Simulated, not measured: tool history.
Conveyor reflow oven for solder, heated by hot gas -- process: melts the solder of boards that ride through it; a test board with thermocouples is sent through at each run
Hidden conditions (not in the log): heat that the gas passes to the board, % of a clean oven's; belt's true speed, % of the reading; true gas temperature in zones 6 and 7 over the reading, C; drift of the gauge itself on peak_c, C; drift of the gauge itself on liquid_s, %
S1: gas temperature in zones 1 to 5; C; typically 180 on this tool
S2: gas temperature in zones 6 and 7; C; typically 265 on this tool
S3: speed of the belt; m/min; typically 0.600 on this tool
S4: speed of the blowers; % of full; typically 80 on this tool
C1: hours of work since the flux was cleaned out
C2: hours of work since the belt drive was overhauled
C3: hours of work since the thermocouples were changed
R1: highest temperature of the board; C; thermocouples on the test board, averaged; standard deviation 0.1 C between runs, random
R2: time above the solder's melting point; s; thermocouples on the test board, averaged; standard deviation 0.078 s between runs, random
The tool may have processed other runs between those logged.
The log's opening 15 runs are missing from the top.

run	hour	S1	S2	S3	S4	C1	C2	C3	R1	R2
16	210.8	180	265	0.600	80	18	352	33	250.0	60.84
17	220.2	187	265	0.511	80	22	357	37	255.0	80.70
18	232.4	180	258	0.600	80	28	363	43	243.8	55.70
19	240.9	180	262	0.600	80	32	367	47	247.2	58.71
20	254.1	195	271	0.622	69	38	373	53	255.0	68.19
21	262.8	180	265	0.600	58	42	377	57	245.6	55.72
22	275.3	180	265	0.600	58	48	383	63	245.7	55.70
# hour 287.8: flux residue cleaned out of gas plates and filters, once more
23	291.2	173	275	0.600	56	2	388	68	255.3	61.36
24	301.1	194	265	0.600	80	6	393	73	254.9	71.81
25	316.1	194	265	0.600	80	13	400	80	254.6	71.75
26	330.4	194	265	0.600	80	20	406	87	254.6	71.77
27	344.6	191	265	0.600	75	27	413	93	253.4	69.28
28	354.7	180	265	0.717	82	31	418	98	248.0	49.14
29	362.2	193	256	0.600	59	35	421	102	243.6	61.95
30	369.6	193	256	0.600	59	38	425	105	243.6	61.95
31	382.1	193	256	0.600	59	44	431	111	243.3	61.85

Below are 3 alternative next runs, each starting from the tool's condition after run 31. Predict each:
A	400.1	168	258	0.707	59	53	439	119	?	?
B	400.1	180	265	0.661	71	53	439	119	?	?
C	400.1	171	275	0.564	80	53	439	119	?	?

run	R1	R2
A	234.5	31.59
B	248.1	53.57
C	261.8	70.86
Without the tool's hidden state the same runs would have given:
run	R1	R2
A	234.6	31.31
B	248.3	53.08
C	262.1	70.19
